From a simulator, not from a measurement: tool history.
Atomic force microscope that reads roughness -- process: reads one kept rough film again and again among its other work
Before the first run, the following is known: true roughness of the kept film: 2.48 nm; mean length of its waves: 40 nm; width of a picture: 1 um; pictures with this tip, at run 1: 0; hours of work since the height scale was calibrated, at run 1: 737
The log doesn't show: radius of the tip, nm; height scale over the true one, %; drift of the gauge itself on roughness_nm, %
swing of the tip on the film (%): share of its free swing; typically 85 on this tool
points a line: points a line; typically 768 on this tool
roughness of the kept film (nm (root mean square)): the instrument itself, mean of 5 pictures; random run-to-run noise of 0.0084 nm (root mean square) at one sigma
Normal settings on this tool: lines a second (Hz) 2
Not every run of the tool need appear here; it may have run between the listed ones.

| run | hour | lines a second (Hz) | swing of the tip on the film (%) | points a line | pictures with this tip | hours of work since the height scale was calibrated | roughness of the kept film (nm (root mean square)) |
|---|---|---|---|---|---|---|---|
| 1 | 0 | 2 | 85 | 768 | 0 | 737 | 1.812 |
| 2 | 29.6 | 2 | 85 | 398 | 31 | 755 | 1.762 |
| 3 | 77.2 | 2 | 85 | 398 | 81 | 784 | 1.725 |
| 4 | 123 | 2 | 85 | 768 | 129 | 813 | 1.691 |
| 5 | 151.1 | 2 | 85 | 768 | 159 | 830 | 1.675 |
| 6 | 176.3 | 2 | 85 | 768 | 185 | 846 | 1.635 |
| 7 | 209.8 | 2 | 85 | 768 | 220 | 867 | 1.605 |
| 8 | 254.3 | 2 | 85 | 768 | 267 | 894 | 1.573 |
| 9 | 276.4 | 0.88 | 85 | 768 | 291 | 908 | 1.768 |
| 10 | 319 | 2 | 85 | 768 | 335 | 934 | 1.527 |
|  | 322.2 | height scale calibrated on a step standard |
|  | 334.4 | new tip fitted |
| 11 | 346.4 | 2 | 85 | 768 | 13 | 15 | 1.819 |
| 12 | 373.2 | 2.54 | 90 | 481 | 41 | 31 | 1.585 |
| 13 | 407.7 | 2.54 | 80 | 321 | 77 | 53 | 1.751 |
| 14 | 448 | 2 | 78 | 768 | 120 | 78 | 1.823 |
|  | 458.3 | height scale calibrated on a step standard, once more |
| 15 | 484.2 | 2.77 | 83 | 768 | 157 | 16 | 1.6 |
| 16 | 529 | 0.51 | 69 | 314 | 204 | 44 | 2.034 |
| 17 | 560.3 | 0.58 | 85 | 310 | 237 | 63 | 1.904 |
| 18 | 589.3 | 1.15 | 74 | 524 | 267 | 81 | 1.855 |
| 19 | 614.9 | 1.15 | 74 | 524 | 294 | 97 | 1.838 |

Branching from run 19: 5 alternative next runs. What would each branch give?
| A | 638 | 0.85 | 58 | 487 | 319 | 111 | ? |
| B | 638 | 3.64 | 85 | 768 | 319 | 111 | ? |
| C | 638 | 1.91 | 74 | 721 | 319 | 111 | ? |
| D | 638 | 2 | 85 | 666 | 319 | 111 | ? |
| E | 638 | 2.29 | 59 | 650 | 319 | 111 | ? |

| run | roughness of the kept film (nm (root mean square)) |
|---|---|
| A | 1.915 |
| B | 1.335 |
| C | 1.728 |
| D | 1.555 |
| E | 1.859 |
With no hidden state in the tool, these same runs would have given:
| run | roughness of the kept film (nm (root mean square)) |
|---|---|
| A | 2.252 |
| B | 1.569 |
| C | 2.032 |
| D | 1.828 |
| E | 2.184 |
